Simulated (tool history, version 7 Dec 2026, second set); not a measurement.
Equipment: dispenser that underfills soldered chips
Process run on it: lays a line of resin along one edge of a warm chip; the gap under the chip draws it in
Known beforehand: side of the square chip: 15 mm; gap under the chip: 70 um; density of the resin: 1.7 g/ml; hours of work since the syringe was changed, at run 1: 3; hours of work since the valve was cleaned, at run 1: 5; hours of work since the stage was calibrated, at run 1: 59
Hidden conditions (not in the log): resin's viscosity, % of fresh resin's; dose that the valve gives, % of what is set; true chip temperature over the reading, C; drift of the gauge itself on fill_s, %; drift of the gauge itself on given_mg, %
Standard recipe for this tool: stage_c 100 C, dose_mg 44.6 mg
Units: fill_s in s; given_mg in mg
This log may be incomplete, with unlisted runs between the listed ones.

| run | hour | stage_c | dose_mg | hours of work since the syringe was changed | hours of work since the valve was cleaned | hours of work since the stage was calibrated | fill_s | given_mg |
|---|---|---|---|---|---|---|---|---|
| 1 | 0 | 100 | 44.6 | 3 | 5 | 59 | 275.9 | 44.25 |
| 2 | 3.7 | 100 | 44.6 | 5 | 8 | 62 | 330.1 | 44.24 |
| 3 | 7.5 | 100 | 44.6 | 7 | 10 | 64 | 395.8 | 44.18 |
|  | 11.1 | new syringe of resin |
| 4 | 11.1 | 100 | 44.6 | 0 | 12 | 66 | 223.8 | 43.94 |
| 5 | 15.5 | 100 | 44.6 | 3 | 15 | 69 | 268.3 | 43.8 |
| 6 | 17.7 | 100 | 44.6 | 4 | 16 | 70 | 297.6 | 44.01 |
| 7 | 22 | 100 | 44.6 | 7 | 19 | 73 | 364.2 | 43.93 |
|  | 26.9 | new syringe of resin |
| 8 | 26.9 | 100 | 44.6 | 0 | 22 | 76 | 226.3 | 43.35 |
| 9 | 30.8 | 100 | 44.6 | 2 | 24 | 78 | 270.4 | 43.5 |
| 10 | 35.4 | 100 | 44.6 | 5 | 27 | 81 | 337.4 | 43.61 |
| 11 | 38.5 | 100 | 44.6 | 7 | 29 | 83 | 392.3 | 43.57 |
|  | 42.6 | new syringe of resin |
| 12 | 42.6 | 100 | 44.6 | 0 | 31 | 85 | 227.1 | 43.28 |
| 13 | 47.4 | 100 | 44.6 | 3 | 34 | 88 | 280.7 | 43.22 |
| 14 | 51.3 | 100 | 44.6 | 5 | 36 | 91 | 337.3 | 42.92 |
| 15 | 54.1 | 100 | 44.6 | 7 | 38 | 92 | 381.1 | 42.89 |
|  | 58.2 | new syringe of resin |
| 16 | 58.2 | 96 | 44.6 | 0 | 41 | 95 | 253.2 | 43.16 |
| 17 | 60.4 | 96 | 44.6 | 1 | 42 | 96 | 284.2 | 42.85 |
| 18 | 65.4 | 96 | 49.2 | 4 | 45 | 99 | 355.4 | 47.3 |
| 19 | 67.8 | 100 | 44.6 | 6 | 46 | 101 | 352.8 | 42.65 |
| 20 | 72.5 | 88 | 57.8 | 9 | 49 | 104 | 616.3 | 55.57 |
|  | 73.9 | new syringe of resin |
| 21 | 75.4 | 89 | 38.3 | 1 | 51 | 105 | 355.9 | 36.42 |
| 22 | 78.8 | 104 | 45.7 | 3 | 53 | 107 | 257.2 | 43.74 |
| 23 | 83.5 | 104 | 45.7 | 6 | 56 | 110 | 321 | 43.44 |
| 24 | 85.8 | 104 | 51.9 | 7 | 58 | 112 | 351.4 | 49.36 |
|  | 89.5 | new syringe of resin |
| 25 | 89.6 | 105 | 48.9 | 0 | 60 | 114 | 200 | 46.3 |
| 26 | 93.8 | 105 | 48.9 | 3 | 62 | 116 | 247.6 | 46.27 |
|  | 95.9 | dispensing valve cleaned and set on the balance |
| 27 | 98.5 | 112 | 42.2 | 5 | 2 | 119 | 237.1 | 42.16 |
| 28 | 102.1 | 112 | 42.2 | 7 | 4 | 121 | 282.6 | 42.11 |
|  | 106.3 | new syringe of resin |
| 29 | 106.4 | 110 | 44.6 | 0 | 6 | 123 | 175.8 | 44.31 |
| 30 | 109.6 | 110 | 44.6 | 2 | 8 | 125 | 200.7 | 44.42 |
| 31 | 113.7 | 100 | 45 | 5 | 11 | 128 | 322.3 | 44.72 |
| 32 | 115.9 | 107 | 45 | 6 | 12 | 129 | 294.6 | 44.4 |
| 33 | 119.8 | 107 | 45 | 8 | 15 | 132 | 351.8 | 44.95 |
|  | 122 | new syringe of resin |
| 34 | 124.5 | 107 | 45 | 2 | 17 | 134 | 215.6 | 44.25 |
| 35 | 128.1 | 88 | 50.4 | 4 | 20 | 137 | 438.6 | 49.71 |

4 options for the next run, each taken on its own from the tool as it stands now. Forecast them:
| A | 130.5 | 88 | 49.2 | 5 | 21 | 138 | ? | ? |
| B | 130.5 | 102 | 47.8 | 5 | 21 | 138 | ? | ? |
| C | 130.5 | 111 | 41.1 | 5 | 21 | 138 | ? | ? |
| D | 130.5 | 107 | 50.4 | 5 | 21 | 138 | ? | ? |

| run | fill_s | given_mg |
|---|---|---|
| A | 495.8 | 48.52 |
| B | 328.4 | 47.2 |
| C | 254.8 | 40.6 |
| D | 277.2 | 49.4 |
Stripped of hidden state, with their random variation kept, the same runs would have yielded:
| run | fill_s | given_mg |
|---|---|---|
| A | 322.6 | 49.31 |
| B | 214.1 | 47.97 |
| C | 166.3 | 41.25 |
| D | 180.8 | 50.2 |
